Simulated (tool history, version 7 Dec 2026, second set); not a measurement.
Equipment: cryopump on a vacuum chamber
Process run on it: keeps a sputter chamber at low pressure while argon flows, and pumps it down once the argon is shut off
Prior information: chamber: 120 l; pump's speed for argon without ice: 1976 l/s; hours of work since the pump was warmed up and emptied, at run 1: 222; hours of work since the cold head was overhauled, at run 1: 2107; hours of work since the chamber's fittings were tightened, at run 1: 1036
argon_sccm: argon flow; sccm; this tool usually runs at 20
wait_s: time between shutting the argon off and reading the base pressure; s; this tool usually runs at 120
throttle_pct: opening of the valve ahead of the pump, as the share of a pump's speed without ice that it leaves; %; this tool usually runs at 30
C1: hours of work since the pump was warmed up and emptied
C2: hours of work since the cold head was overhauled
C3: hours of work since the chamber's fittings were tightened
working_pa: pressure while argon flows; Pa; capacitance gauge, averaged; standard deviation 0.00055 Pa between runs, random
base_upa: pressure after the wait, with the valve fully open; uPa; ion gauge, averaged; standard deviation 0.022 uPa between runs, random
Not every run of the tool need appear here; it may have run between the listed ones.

{"run": 1, "hour": 0.0, "argon_sccm": 20, "wait_s": 120, "throttle_pct": 30, "C1": 222, "C2": 2107, "C3": 1036, "working_pa": 0.0581, "base_upa": 1.0}
{"run": 2, "hour": 84.2, "argon_sccm": 27, "wait_s": 120, "throttle_pct": 30, "C1": 289, "C2": 2174, "C3": 1103, "working_pa": 0.0802, "base_upa": 1.09}
{"run": 3, "hour": 155.6, "argon_sccm": 27, "wait_s": 120, "throttle_pct": 30, "C1": 345, "C2": 2230, "C3": 1159, "working_pa": 0.0808, "base_upa": 1.15}
{"run": 4, "hour": 202.3, "argon_sccm": 27, "wait_s": 120, "throttle_pct": 30, "C1": 382, "C2": 2267, "C3": 1196, "working_pa": 0.0815, "base_upa": 1.14}
{"run": 5, "hour": 273.3, "argon_sccm": 27, "wait_s": 120, "throttle_pct": 30, "C1": 438, "C2": 2323, "C3": 1252, "working_pa": 0.083, "base_upa": 1.15}
{"run": 6, "hour": 337.6, "argon_sccm": 27, "wait_s": 120, "throttle_pct": 30, "C1": 489, "C2": 2374, "C3": 1303, "working_pa": 0.0816, "base_upa": 1.25}
{"run": 7, "hour": 406.9, "argon_sccm": 27, "wait_s": 120, "throttle_pct": 30, "C1": 543, "C2": 2428, "C3": 1357, "working_pa": 0.0833, "base_upa": 1.26}
{"run": 8, "hour": 483.3, "argon_sccm": 27, "wait_s": 120, "throttle_pct": 30, "C1": 604, "C2": 2489, "C3": 1418, "working_pa": 0.0845, "base_upa": 1.32}
{"run": 9, "hour": 533.2, "argon_sccm": 27, "wait_s": 120, "throttle_pct": 30, "C1": 643, "C2": 2528, "C3": 1457, "working_pa": 0.0845, "base_upa": 1.36}
{"run": 10, "hour": 576.1, "argon_sccm": 20, "wait_s": 120, "throttle_pct": 30, "C1": 677, "C2": 2562, "C3": 1491, "working_pa": 0.0634, "base_upa": 1.35}
{"run": 11, "hour": 636.7, "argon_sccm": 12, "wait_s": 120, "throttle_pct": 30, "C1": 725, "C2": 2610, "C3": 1539, "working_pa": 0.0385, "base_upa": 1.37}
{"run": 12, "hour": 693.0, "argon_sccm": 12, "wait_s": 120, "throttle_pct": 30, "C1": 769, "C2": 2654, "C3": 1583, "working_pa": 0.0389, "base_upa": 1.44}
{"run": 13, "hour": 743.8, "argon_sccm": 18, "wait_s": 120, "throttle_pct": 30, "C1": 809, "C2": 2694, "C3": 1623, "working_pa": 0.0575, "base_upa": 1.44}
{"hour": 826.8, "done": "pump warmed up, emptied and cooled again"}
{"run": 14, "hour": 845.0, "argon_sccm": 18, "wait_s": 120, "throttle_pct": 30, "C1": 14, "C2": 2770, "C3": 1699, "working_pa": 0.0527, "base_upa": 1.24}
{"run": 15, "hour": 939.8, "argon_sccm": 18, "wait_s": 120, "throttle_pct": 30, "C1": 89, "C2": 2845, "C3": 1774, "working_pa": 0.0531, "base_upa": 1.24}
{"run": 16, "hour": 981.3, "argon_sccm": 18, "wait_s": 120, "throttle_pct": 30, "C1": 122, "C2": 2877, "C3": 1806, "working_pa": 0.0535, "base_upa": 1.28}
{"run": 17, "hour": 1037.3, "argon_sccm": 18, "wait_s": 271, "throttle_pct": 50, "C1": 166, "C2": 2922, "C3": 1851, "working_pa": 0.0318, "base_upa": 1.09}
{"run": 18, "hour": 1116.6, "argon_sccm": 18, "wait_s": 271, "throttle_pct": 58, "C1": 229, "C2": 2984, "C3": 1913, "working_pa": 0.028, "base_upa": 1.09}
{"run": 19, "hour": 1210.0, "argon_sccm": 19, "wait_s": 78, "throttle_pct": 19, "C1": 302, "C2": 3058, "C3": 1987, "working_pa": 0.088, "base_upa": 1.79}
{"run": 20, "hour": 1306.7, "argon_sccm": 27, "wait_s": 69, "throttle_pct": 25, "C1": 379, "C2": 3134, "C3": 2063, "working_pa": 0.0968, "base_upa": 1.87}
{"run": 21, "hour": 1397.7, "argon_sccm": 27, "wait_s": 69, "throttle_pct": 25, "C1": 450, "C2": 3206, "C3": 2135, "working_pa": 0.0989, "base_upa": 1.94}
{"run": 22, "hour": 1490.4, "argon_sccm": 27, "wait_s": 69, "throttle_pct": 25, "C1": 524, "C2": 3279, "C3": 2208, "working_pa": 0.1, "base_upa": 2.04}
{"run": 23, "hour": 1546.2, "argon_sccm": 13, "wait_s": 20, "throttle_pct": 37, "C1": 567, "C2": 3323, "C3": 2252, "working_pa": 0.0336, "base_upa": 4.28}
{"run": 24, "hour": 1640.0, "argon_sccm": 12, "wait_s": 54, "throttle_pct": 19, "C1": 641, "C2": 3397, "C3": 2326, "working_pa": 0.0575, "base_upa": 2.31}
{"run": 25, "hour": 1714.8, "argon_sccm": 12, "wait_s": 22, "throttle_pct": 30, "C1": 701, "C2": 3456, "C3": 2385, "working_pa": 0.0379, "base_upa": 4.02}
{"run": 26, "hour": 1812.4, "argon_sccm": 20, "wait_s": 120, "throttle_pct": 48, "C1": 777, "C2": 3533, "C3": 2462, "working_pa": 0.0438, "base_upa": 1.87}
{"run": 27, "hour": 1899.1, "argon_sccm": 20, "wait_s": 120, "throttle_pct": 48, "C1": 846, "C2": 3601, "C3": 2530, "working_pa": 0.0447, "base_upa": 2.01}
{"hour": 1935.3, "done": "pump warmed up, emptied and cooled again"}
{"run": 28, "hour": 1946.0, "argon_sccm": 11, "wait_s": 127, "throttle_pct": 19, "C1": 8, "C2": 3634, "C3": 2563, "working_pa": 0.0496, "base_upa": 1.47}
{"run": 29, "hour": 2003.4, "argon_sccm": 11, "wait_s": 127, "throttle_pct": 19, "C1": 54, "C2": 3680, "C3": 2609, "working_pa": 0.0505, "base_upa": 1.55}
{"run": 30, "hour": 2062.6, "argon_sccm": 37, "wait_s": 281, "throttle_pct": 34, "C1": 100, "C2": 3726, "C3": 2655, "working_pa": 0.097, "base_upa": 1.31}

For each entry between runs, how does the tool's hidden state at the last listed run before it compare with that at the first listed run after it?
In the gap between runs 13 and 14: pump warmed up, emptied and cooled again (hour 826.8)
  pump's speed, % of a pump's without ice: 69.9 -> 99.3; cold plate's temperature, K: 13.05 -> 13.08; leak into the chamber, uPa l/s: 1336 -> 1382
  difference, measured minus the result without the unlogged condition, working_pa: +0.0071 -> +0.0005 Pa; base_upa: +0.82 -> +0.56 uPa
In the gap between runs 27 and 28: pump warmed up, emptied and cooled again (hour 1935.3)
  pump's speed, % of a pump's without ice: 67.6 -> 99.2; cold plate's temperature, K: 13.37 -> 13.38; leak into the chamber, uPa l/s: 1910 -> 1927
  difference, measured minus the result without the unlogged condition, working_pa: +0.0090 -> +0.0003 Pa; base_upa: +1.34 -> +0.84 uPa

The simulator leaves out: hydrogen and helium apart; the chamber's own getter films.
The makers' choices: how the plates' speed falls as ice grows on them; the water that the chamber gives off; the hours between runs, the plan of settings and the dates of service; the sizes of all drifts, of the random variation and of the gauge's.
